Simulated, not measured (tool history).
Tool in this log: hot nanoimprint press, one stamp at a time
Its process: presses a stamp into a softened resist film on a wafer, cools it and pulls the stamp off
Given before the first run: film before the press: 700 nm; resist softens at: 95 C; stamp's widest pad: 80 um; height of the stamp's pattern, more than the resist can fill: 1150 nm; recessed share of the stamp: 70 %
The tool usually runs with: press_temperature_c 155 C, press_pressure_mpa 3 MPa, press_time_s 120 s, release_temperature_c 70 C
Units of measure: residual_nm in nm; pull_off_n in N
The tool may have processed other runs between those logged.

| run | hour | press_temperature_c | press_pressure_mpa | press_time_s | release_temperature_c | residual_nm | pull_off_n |
|---|---|---|---|---|---|---|---|
| 1 | 0 | 155 | 3 | 120 | 70 | 329.6 | 118 |
| 2 | 12.3 | 155 | 3.48 | 120 | 70 | 301.8 | 116 |
| 3 | 19 | 155 | 3.48 | 120 | 70 | 301.5 | 121 |
| 4 | 31.3 | 155 | 3.15 | 120 | 70 | 321 | 120 |
| 5 | 44.9 | 155 | 3.15 | 213 | 70 | 265.6 | 121 |
|  | 62.8 | stamp cleaned and given a new release coat |
| 6 | 63.2 | 155 | 3.15 | 213 | 70 | 265.1 | 121 |
| 7 | 75.2 | 155 | 3.15 | 213 | 70 | 264 | 116 |
| 8 | 87.9 | 155 | 3.15 | 213 | 63 | 266.3 | 136 |
| 9 | 93.4 | 155 | 3.15 | 213 | 63 | 263.6 | 134 |
| 10 | 100.2 | 155 | 3.15 | 213 | 63 | 266.3 | 132 |
| 11 | 113.8 | 155 | 3.15 | 213 | 63 | 263.3 | 131 |
| 12 | 122.8 | 155 | 3 | 120 | 75 | 327.6 | 109 |
| 13 | 130 | 155 | 3 | 120 | 75 | 327.1 | 109 |
| 14 | 137.1 | 155 | 4.05 | 128 | 70 | 268.3 | 116 |
| 15 | 146.6 | 146 | 1.99 | 128 | 70 | 565.9 | 121 |
| 16 | 159.9 | 146 | 1.99 | 128 | 70 | 568.7 | 116 |
| 17 | 172.3 | 159 | 4.61 | 160 | 58 | 184.2 | 144 |
| 18 | 182.5 | 155 | 3 | 123 | 60 | 322.3 | 133 |
| 19 | 195.2 | 155 | 3 | 123 | 60 | 321.9 | 141 |
| 20 | 207.4 | 160 | 3 | 74 | 60 | 293.6 | 136 |
| 21 | 219.2 | 165 | 3.55 | 121 | 74 | 174.9 | 110 |
| 22 | 230.6 | 158 | 2.99 | 86 | 70 | 309.8 | 122 |
| 23 | 242.5 | 149 | 3.43 | 120 | 74 | 410 | 110 |
| 24 | 256.2 | 165 | 2.8 | 124 | 70 | 201 | 120 |
| 25 | 263.2 | 162 | 2.8 | 64 | 70 | 291.3 | 116 |

Alternative continuations, all from the tool just after run 25; predict every row:
| A | 275.2 | 147 | 2.8 | 64 | 70 | ? | ? |
| B | 275.2 | 145 | 2.8 | 64 | 67 | ? | ? |
| C | 275.2 | 162 | 2.8 | 64 | 74 | ? | ? |
| D | 275.2 | 155 | 3 | 139 | 70 | ? | ? |

| run | residual_nm | pull_off_n |
|---|---|---|
| A | 549.5 | 118 |
| B | 583.4 | 122 |
| C | 287.8 | 104 |
| D | 306.8 | 117 |
With no hidden state in the tool, these same runs would have given:
| run | residual_nm | pull_off_n |
|---|---|---|
| A | 563.2 | 117 |
| B | 597.8 | 122 |
| C | 295 | 104 |
| D | 314.5 | 117 |
